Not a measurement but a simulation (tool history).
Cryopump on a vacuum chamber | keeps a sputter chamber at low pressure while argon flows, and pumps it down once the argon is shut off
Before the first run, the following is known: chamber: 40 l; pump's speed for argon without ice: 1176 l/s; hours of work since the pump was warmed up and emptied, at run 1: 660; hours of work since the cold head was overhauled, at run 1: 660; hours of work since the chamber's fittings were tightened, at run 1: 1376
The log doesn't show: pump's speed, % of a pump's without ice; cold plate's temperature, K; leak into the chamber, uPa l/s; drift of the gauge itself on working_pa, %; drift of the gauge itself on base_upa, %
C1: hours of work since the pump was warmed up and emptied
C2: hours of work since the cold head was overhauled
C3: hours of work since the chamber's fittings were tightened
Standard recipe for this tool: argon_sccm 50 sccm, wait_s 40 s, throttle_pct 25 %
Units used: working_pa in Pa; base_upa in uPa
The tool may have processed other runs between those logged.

run 1 hour=0 | argon_sccm=50 wait_s=40 throttle_pct=25 | C1=660 C2=660 C3=1376 | working_pa=0.3074 base_upa=3.31
run 2 hour=67.9 | argon_sccm=50 wait_s=40 throttle_pct=25 | C1=699 C2=699 C3=1415 | working_pa=0.3102 base_upa=3.29
run 3 hour=124.6 | argon_sccm=50 wait_s=40 throttle_pct=25 | C1=731 C2=731 C3=1447 | working_pa=0.3142 base_upa=3.49
run 4 hour=196.5 | argon_sccm=50 wait_s=40 throttle_pct=25 | C1=772 C2=772 C3=1488 | working_pa=0.3144 base_upa=3.46
run 5 hour=245.7 | argon_sccm=50 wait_s=40 throttle_pct=25 | C1=800 C2=800 C3=1516 | working_pa=0.3169 base_upa=3.68
run 6 hour=313.7 | argon_sccm=50 wait_s=40 throttle_pct=25 | C1=839 C2=839 C3=1555 | working_pa=0.315 base_upa=3.59
-- hour=354.9 pump warmed up, emptied and cooled again
run 7 hour=371.3 | argon_sccm=50 wait_s=40 throttle_pct=25 | C1=9 C2=869 C3=1585 | working_pa=0.2895 base_upa=3.29
run 8 hour=413.6 | argon_sccm=50 wait_s=40 throttle_pct=25 | C1=33 C2=893 C3=1609 | working_pa=0.2902 base_upa=3.23
run 9 hour=477.4 | argon_sccm=50 wait_s=40 throttle_pct=25 | C1=70 C2=930 C3=1646 | working_pa=0.29 base_upa=3.27
run 10 hour=511.2 | argon_sccm=50 wait_s=40 throttle_pct=25 | C1=89 C2=949 C3=1665 | working_pa=0.2893 base_upa=3.27
run 11 hour=562 | argon_sccm=79 wait_s=297 throttle_pct=25 | C1=118 C2=978 C3=1694 | working_pa=0.4632 base_upa=1.39
run 12 hour=612.2 | argon_sccm=79 wait_s=297 throttle_pct=25 | C1=147 C2=1007 C3=1723 | working_pa=0.4599 base_upa=1.45
run 13 hour=663.5 | argon_sccm=79 wait_s=99 throttle_pct=21 | C1=176 C2=1036 C3=1752 | working_pa=0.5511 base_upa=2.02
run 14 hour=712.8 | argon_sccm=41 wait_s=85 throttle_pct=21 | C1=204 C2=1064 C3=1780 | working_pa=0.2844 base_upa=2.22
run 15 hour=750.4 | argon_sccm=41 wait_s=150 throttle_pct=16 | C1=225 C2=1085 C3=1801 | working_pa=0.375 base_upa=1.76
run 16 hour=815.4 | argon_sccm=39 wait_s=166 throttle_pct=16 | C1=263 C2=1122 C3=1838 | working_pa=0.3556 base_upa=1.71
run 17 hour=872.4 | argon_sccm=39 wait_s=166 throttle_pct=16 | C1=295 C2=1155 C3=1871 | working_pa=0.3599 base_upa=1.75
run 18 hour=907.8 | argon_sccm=41 wait_s=89 throttle_pct=26 | C1=315 C2=1175 C3=1891 | working_pa=0.2341 base_upa=2.26
run 19 hour=944.2 | argon_sccm=23 wait_s=24 throttle_pct=25 | C1=336 C2=1196 C3=1912 | working_pa=0.1361 base_upa=4.99

Hidden condition of the tool, last listed run before each entry between runs versus first listed run after:
In the gap between runs 6 and 7: pump warmed up, emptied and cooled again (hour 354.9)
  pump's speed, % of a pump's without ice: 72.3 -> 99.5; cold plate's temperature, K: 12.45 -> 12.47; leak into the chamber, uPa l/s: 1150 -> 1165
  measured result minus the result with no hidden state, working_pa: +0.0282 -> +0.001 Pa; base_upa: +1.13 -> +0.76 uPa
